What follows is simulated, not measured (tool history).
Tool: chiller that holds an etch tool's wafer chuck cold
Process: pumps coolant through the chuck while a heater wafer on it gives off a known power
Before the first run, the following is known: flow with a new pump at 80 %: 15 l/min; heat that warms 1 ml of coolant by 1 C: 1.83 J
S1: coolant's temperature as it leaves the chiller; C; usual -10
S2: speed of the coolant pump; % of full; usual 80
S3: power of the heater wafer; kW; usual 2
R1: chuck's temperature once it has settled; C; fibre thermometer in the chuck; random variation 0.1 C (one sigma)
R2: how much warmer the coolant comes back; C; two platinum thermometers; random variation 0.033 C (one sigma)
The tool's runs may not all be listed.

run 1 hour=0 | S1=-10 S2=80 S3=2 | R1=10.4 R2=4.74
run 2 hour=79 | S1=-10 S2=80 S3=1.638 | R1=6.6 R2=3.95
run 3 hour=187.2 | S1=-10 S2=60 S3=1.638 | R1=10.9 R2=5.21
run 4 hour=308.5 | S1=-10 S2=60 S3=1.638 | R1=11.1 R2=5.22
run 5 hour=447.3 | S1=-5 S2=60 S3=1.638 | R1=16.1 R2=5.26
run 6 hour=532.3 | S1=-5 S2=60 S3=1.638 | R1=16.3 R2=5.25
run 7 hour=694.9 | S1=-5 S2=60 S3=1.638 | R1=16.4 R2=5.31
-- hour=714.4 coolant pump overhauled
run 8 hour=795.5 | S1=-5 S2=60 S3=1.638 | R1=16.8 R2=5.42
run 9 hour=938.1 | S1=-5 S2=60 S3=1.638 | R1=17.1 R2=5.4
run 10 hour=1050.2 | S1=-5 S2=60 S3=1.638 | R1=17.3 R2=5.49
-- hour=1063.5 chiller's thermometer calibrated
run 11 hour=1143.8 | S1=-5 S2=60 S3=1.638 | R1=18 R2=5.49
run 12 hour=1267.1 | S1=-5 S2=60 S3=1.638 | R1=18.1 R2=5.5
run 13 hour=1364.4 | S1=-13 S2=84 S3=1.022 | R1=-1.9 R2=2.49

Subtracting, for every run, the result it would have given without the tool's unlogged condition from the measured result gives the following. The same run-to-run variation enters both numbers; the gauge's scatter may not:
Unlogged tool condition in this case: heat passed by the chuck's channels, % of clean ones'; flow at a given pump speed, % of a new pump's; coolant's true temperature over the reading, C; drift of the gauge itself on chuck_c, C; drift of the gauge itself on warmer_back_c, C.
run=1 R1=+1.1 R2=+0.41
run=2 R1=+0.8 R2=+0.34
run=3 R1=+1.4 R2=+0.46
run=4 R1=+1.4 R2=+0.48
run=5 R1=+1.5 R2=+0.5
run=6 R1=+1.6 R2=+0.51
run=7 R1=+1.8 R2=+0.53
run=8 R1=+2.2 R2=+0.67
run=9 R1=+2.4 R2=+0.69
run=10 R1=+2.5 R2=+0.71
run=11 R1=+3.3 R2=+0.71
run=12 R1=+3.4 R2=+0.73
run=13 R1=+1.7 R2=+0.33

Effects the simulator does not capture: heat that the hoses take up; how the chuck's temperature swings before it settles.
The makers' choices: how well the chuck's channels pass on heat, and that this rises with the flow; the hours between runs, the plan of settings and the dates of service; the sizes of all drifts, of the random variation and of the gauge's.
